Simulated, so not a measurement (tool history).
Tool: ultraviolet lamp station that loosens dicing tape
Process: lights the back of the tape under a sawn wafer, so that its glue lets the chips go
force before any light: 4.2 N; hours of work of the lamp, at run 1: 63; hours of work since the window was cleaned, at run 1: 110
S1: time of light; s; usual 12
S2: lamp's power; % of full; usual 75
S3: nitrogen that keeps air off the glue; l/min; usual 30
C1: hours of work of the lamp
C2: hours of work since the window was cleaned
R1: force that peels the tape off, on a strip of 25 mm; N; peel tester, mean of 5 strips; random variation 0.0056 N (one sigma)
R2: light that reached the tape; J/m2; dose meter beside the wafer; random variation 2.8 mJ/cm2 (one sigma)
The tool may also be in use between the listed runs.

run,hour,S1,S2,S3,C1,C2,R1,R2
1,0.0,12,75,30,63,110,0.132,3710
2,15.9,12,75,30,71,118,0.134,3680
3,28.8,12,75,30,77,125,0.139,3720
4,53.0,12,75,30,89,137,0.135,3690
5,68.8,12,75,30,97,145,0.129,3670
6,80.0,12,75,30,103,150,0.133,3690
# hour 81.8: window cleaned of glue's vapour
7,97.2,13,75,30,111,8,0.128,3920
8,118.4,8,82,30,122,18,0.300,2630
9,130.7,8,82,30,128,24,0.303,2650
10,151.0,17,85,20,138,35,0.078,5780
11,173.1,7,83,13,149,46,0.804,2260
12,190.9,7,83,13,158,55,0.821,2260
# hour 209.8: window cleaned of glue's vapour, once more
13,211.7,16,75,30,168,1,0.071,4950

5 ways to go on from here, each from the tool as it stands after run 13. What would each give?
A,228.6,16,64,23,176,9,?,?
B,228.6,14,62,13,176,9,?,?
C,228.6,16,75,37,176,9,?,?
D,228.6,13,61,41,176,9,?,?
E,228.6,6,75,30,176,9,?,?

run,R1,R2
A,0.132,4200
B,0.325,3560
C,0.071,4950
D,0.151,3210
E,0.629,1850
Without the tool's hidden state the same runs would have given:
run,R1,R2
A,0.118,4420
B,0.288,3750
C,0.067,5210
D,0.135,3380
E,0.573,1940

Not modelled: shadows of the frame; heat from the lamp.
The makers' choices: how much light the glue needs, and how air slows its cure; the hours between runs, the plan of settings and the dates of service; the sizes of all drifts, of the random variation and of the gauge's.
